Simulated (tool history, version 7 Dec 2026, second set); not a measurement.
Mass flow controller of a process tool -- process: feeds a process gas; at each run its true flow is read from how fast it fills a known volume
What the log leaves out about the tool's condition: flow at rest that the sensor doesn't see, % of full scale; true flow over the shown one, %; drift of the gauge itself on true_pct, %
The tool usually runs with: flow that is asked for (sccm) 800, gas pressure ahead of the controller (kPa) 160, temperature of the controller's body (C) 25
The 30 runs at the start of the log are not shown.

run    hour  flow that is asked for (sccm)  gas pressure ahead of the controller (kPa)  temperature of the controller's body (C)  hours of work since the controller was set to zero  hours of work since the controller was changed  true flow (%)
 31  2966.5                            800                                         173                                        25                                                1688                                            1688         102.00
 32  3066.0                            800                                         219                                        37                                                1741                                            1741         102.83
 33  3177.8                            800                                         219                                        37                                                1801                                            1801         103.05
 34  3289.6                            149                                         236                                        22                                                1860                                            1860         100.84
 35  3388.1                            149                                         236                                        22                                                1913                                            1913         101.10
 36  3532.0                            149                                         236                                        22                                                1989                                            1989         101.17
 37  3671.1                            149                                         236                                        22                                                2063                                            2063         101.33
 38  3764.4                            149                                         236                                        22                                                2113                                            2113         101.61
 39  3874.1                            149                                         236                                        22                                                2172                                            2172         101.68
 40  3935.2                            111                                         279                                        25                                                2204                                            2204         101.80
 41  4035.1                            125                                         160                                        25                                                2257                                            2257         102.46
 42  4097.3                            135                                         160                                        25                                                2290                                            2290         102.51
 43  4171.4                            800                                         197                                        25                                                2330                                            2330         103.37

4 options for the next run, each taken on its own from the tool as it stands now. Forecast them:
  A  4292.1                            117                                         190                                        35                                                2394                                            2394              ?
  B  4292.1                            270                                         199                                        25                                                2394                                            2394              ?
  C  4292.1                            520                                         197                                        25                                                2394                                            2394              ?
  D  4292.1                            116                                         160                                        36                                                2394                                            2394              ?

run  true flow (%)
  A         103.54
  B         102.68
  C         103.09
  D         103.58
With no hidden state in the tool, these same runs would have given:
run  true flow (%)
  A          99.78
  B          98.95
  C          99.36
  D          99.82

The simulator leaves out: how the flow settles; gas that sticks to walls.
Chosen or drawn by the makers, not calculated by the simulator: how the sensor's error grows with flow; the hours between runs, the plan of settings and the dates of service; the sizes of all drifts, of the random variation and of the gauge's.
